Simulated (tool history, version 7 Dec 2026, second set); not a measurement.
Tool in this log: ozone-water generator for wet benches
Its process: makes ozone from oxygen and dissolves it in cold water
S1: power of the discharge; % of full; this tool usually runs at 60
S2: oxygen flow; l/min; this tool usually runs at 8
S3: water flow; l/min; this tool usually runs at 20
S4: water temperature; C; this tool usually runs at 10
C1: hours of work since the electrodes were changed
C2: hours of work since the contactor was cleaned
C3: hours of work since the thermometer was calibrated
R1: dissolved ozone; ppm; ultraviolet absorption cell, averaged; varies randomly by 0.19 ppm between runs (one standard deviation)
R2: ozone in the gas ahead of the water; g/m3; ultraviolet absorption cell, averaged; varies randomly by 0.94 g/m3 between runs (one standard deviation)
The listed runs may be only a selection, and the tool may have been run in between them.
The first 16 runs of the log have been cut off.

run,hour,S1,S2,S3,S4,C1,C2,C3,R1,R2
17,620.6,60,8,20,13,2307,1260,916,23.4,149.8
18,642.4,60,8,20,6,2326,1279,935,26.4,150
19,677.5,60,8,20,6,2356,1309,965,26.1,150.3
20,720.3,59,7.01,26,15,2393,1346,1002,18.9,160.3
21,756.4,59,8.67,26,15,2424,1377,1033,18.6,142.1
22,808.4,42,8.67,15,15,2469,1422,1078,19.1,105.6
23,861.3,42,8.67,15,15,2515,1467,1124,19.1,104.6
24,902.6,84,8,12,8,2550,1503,1159,45.3,200.9
25,925.9,53,11.76,25,12,2570,1523,1179,17.4,107.6
26,978.8,53,11.76,25,12,2616,1569,1225,17.4,105.5
27,1014.7,53,11.76,25,12,2647,1600,1256,17.3,105.5
28,1043.7,53,12.27,25,8,2672,1625,1281,18.6,102.9
29,1085.7,60,4.26,20,5,2708,1661,1317,26.2,220.8
30,1118.2,60,8,14,9,2736,1689,1345,30.5,149.5
31,1156.8,60,5.51,14,17,2770,1722,1379,28.4,188.6
32,1189.1,60,5.51,25,17,2797,1750,1406,19.1,187.3

What if the next run were any one of these 4? Each begins from the tool's condition after run 32:
A,1238.7,60,12.97,25,17,2840,1793,1449,?,?
B,1238.7,50,5.51,25,17,2840,1793,1449,?,?
C,1238.7,60,5.51,27,17,2840,1793,1449,?,?
D,1238.7,60,10.3,29,10,2840,1793,1449,?,?

run,R1,R2
A,17.4,109.9
B,16.3,160.4
C,18.1,187
D,18.5,127.8
With no hidden state in the tool, these same runs would have given:
run,R1,R2
A,18.8,117.2
B,17.4,169
C,19.5,199.4
D,20,136.3

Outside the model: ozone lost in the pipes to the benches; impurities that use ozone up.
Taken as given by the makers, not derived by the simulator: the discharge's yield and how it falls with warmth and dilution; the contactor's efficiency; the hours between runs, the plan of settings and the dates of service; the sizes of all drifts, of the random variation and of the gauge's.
